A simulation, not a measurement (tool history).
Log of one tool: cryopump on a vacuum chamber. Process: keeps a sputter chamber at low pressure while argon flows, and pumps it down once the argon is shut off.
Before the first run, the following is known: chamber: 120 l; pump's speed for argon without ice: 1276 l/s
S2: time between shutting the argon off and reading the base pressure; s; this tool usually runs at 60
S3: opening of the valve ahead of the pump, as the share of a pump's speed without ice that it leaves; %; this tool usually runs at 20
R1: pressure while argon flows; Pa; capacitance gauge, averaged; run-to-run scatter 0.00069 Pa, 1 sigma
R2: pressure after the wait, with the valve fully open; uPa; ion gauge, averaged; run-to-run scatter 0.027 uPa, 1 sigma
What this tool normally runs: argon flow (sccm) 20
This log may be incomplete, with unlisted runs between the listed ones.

{"run": 1, "hour": 0.0, "argon flow (sccm)": 20, "S2": 60, "S3": 20, "R1": 0.1378, "R2": 1.45}
{"run": 2, "hour": 78.8, "argon flow (sccm)": 20, "S2": 60, "S3": 20, "R1": 0.1388, "R2": 1.6}
{"run": 3, "hour": 135.3, "argon flow (sccm)": 20, "S2": 60, "S3": 20, "R1": 0.1398, "R2": 1.62}
{"run": 4, "hour": 221.1, "argon flow (sccm)": 20, "S2": 60, "S3": 57, "R1": 0.0546, "R2": 1.8}
{"run": 5, "hour": 296.9, "argon flow (sccm)": 20, "S2": 60, "S3": 57, "R1": 0.0555, "R2": 1.91}
{"run": 6, "hour": 370.1, "argon flow (sccm)": 20, "S2": 60, "S3": 20, "R1": 0.1429, "R2": 2.04}
{"run": 7, "hour": 459.5, "argon flow (sccm)": 20, "S2": 60, "S3": 20, "R1": 0.1457, "R2": 2.2}
{"hour": 485.2, "done": "pump warmed up, emptied and cooled again"}
{"run": 8, "hour": 549.0, "argon flow (sccm)": 20, "S2": 60, "S3": 20, "R1": 0.1336, "R2": 1.88}
{"run": 9, "hour": 592.5, "argon flow (sccm)": 20, "S2": 23, "S3": 20, "R1": 0.1332, "R2": 3.41}
{"run": 10, "hour": 647.8, "argon flow (sccm)": 20, "S2": 23, "S3": 20, "R1": 0.1346, "R2": 3.6}
{"run": 11, "hour": 740.6, "argon flow (sccm)": 20, "S2": 57, "S3": 20, "R1": 0.1352, "R2": 2.25}
{"run": 12, "hour": 797.4, "argon flow (sccm)": 20, "S2": 57, "S3": 20, "R1": 0.1359, "R2": 2.33}
{"run": 13, "hour": 880.5, "argon flow (sccm)": 20, "S2": 57, "S3": 20, "R1": 0.1379, "R2": 2.41}
{"run": 14, "hour": 954.1, "argon flow (sccm)": 20, "S2": 57, "S3": 20, "R1": 0.1387, "R2": 2.62}
{"run": 15, "hour": 1032.1, "argon flow (sccm)": 20, "S2": 57, "S3": 20, "R1": 0.1393, "R2": 2.66}
{"run": 16, "hour": 1092.9, "argon flow (sccm)": 20, "S2": 57, "S3": 20, "R1": 0.1409, "R2": 2.91}
{"run": 17, "hour": 1171.9, "argon flow (sccm)": 20, "S2": 60, "S3": 20, "R1": 0.1404, "R2": 2.95}
{"run": 18, "hour": 1216.9, "argon flow (sccm)": 11, "S2": 49, "S3": 43, "R1": 0.0394, "R2": 3.28}
{"run": 19, "hour": 1261.4, "argon flow (sccm)": 12, "S2": 60, "S3": 20, "R1": 0.0848, "R2": 3.26}
{"run": 20, "hour": 1310.3, "argon flow (sccm)": 17, "S2": 105, "S3": 50, "R1": 0.0552, "R2": 2.9}
{"run": 21, "hour": 1409.5, "argon flow (sccm)": 16, "S2": 195, "S3": 25, "R1": 0.0955, "R2": 2.78}
{"hour": 1431.4, "done": "pump warmed up, emptied and cooled again"}
{"run": 22, "hour": 1498.5, "argon flow (sccm)": 19, "S2": 145, "S3": 57, "R1": 0.0456, "R2": 2.24}
{"run": 23, "hour": 1567.2, "argon flow (sccm)": 19, "S2": 145, "S3": 57, "R1": 0.0455, "R2": 2.41}
{"run": 24, "hour": 1613.5, "argon flow (sccm)": 22, "S2": 179, "S3": 31, "R1": 0.0965, "R2": 2.43}
{"run": 25, "hour": 1691.6, "argon flow (sccm)": 11, "S2": 28, "S3": 21, "R1": 0.0712, "R2": 4.28}
{"run": 26, "hour": 1783.6, "argon flow (sccm)": 11, "S2": 28, "S3": 21, "R1": 0.072, "R2": 4.51}
{"run": 27, "hour": 1868.0, "argon flow (sccm)": 25, "S2": 37, "S3": 24, "R1": 0.145, "R2": 4.16}
{"run": 28, "hour": 1916.9, "argon flow (sccm)": 30, "S2": 80, "S3": 20, "R1": 0.2077, "R2": 3.4}
{"run": 29, "hour": 1979.7, "argon flow (sccm)": 30, "S2": 80, "S3": 20, "R1": 0.2088, "R2": 3.57}
{"run": 30, "hour": 2029.0, "argon flow (sccm)": 12, "S2": 80, "S3": 20, "R1": 0.0842, "R2": 3.77}
{"run": 31, "hour": 2106.1, "argon flow (sccm)": 11, "S2": 25, "S3": 20, "R1": 0.0779, "R2": 5.5}
{"run": 32, "hour": 2186.6, "argon flow (sccm)": 25, "S2": 25, "S3": 27, "R1": 0.1377, "R2": 5.6}
{"run": 33, "hour": 2267.1, "argon flow (sccm)": 11, "S2": 163, "S3": 22, "R1": 0.0736, "R2": 3.84}
{"run": 34, "hour": 2347.6, "argon flow (sccm)": 14, "S2": 80, "S3": 20, "R1": 0.1027, "R2": 4.75}

Forecast each of these 3 alternatives for the next run:
{"hour": 2373.6, "done": "pump warmed up, emptied and cooled again"}
{"run": "A", "hour": 2442.6, "argon flow (sccm)": 24, "S2": 57, "S3": 30, "R1": "?", "R2": "?"}
{"hour": 2373.6, "done": "pump warmed up, emptied and cooled again"}
{"run": "B", "hour": 2442.6, "argon flow (sccm)": 25, "S2": 175, "S3": 56, "R1": "?", "R2": "?"}
{"hour": 2373.6, "done": "pump warmed up, emptied and cooled again"}
{"run": "C", "hour": 2442.6, "argon flow (sccm)": 20, "S2": 24, "S3": 30, "R1": "?", "R2": "?"}

run=A R1=0.1087 R2=3.88
run=B R1=0.061 R2=3.12
run=C R1=0.0882 R2=5.23
Stripped of hidden state, with their random variation kept, the same runs would have yielded:
run=A R1=0.1069 R2=1.26
run=B R1=0.0591 R2=0.54
run=C R1=0.0867 R2=2.64

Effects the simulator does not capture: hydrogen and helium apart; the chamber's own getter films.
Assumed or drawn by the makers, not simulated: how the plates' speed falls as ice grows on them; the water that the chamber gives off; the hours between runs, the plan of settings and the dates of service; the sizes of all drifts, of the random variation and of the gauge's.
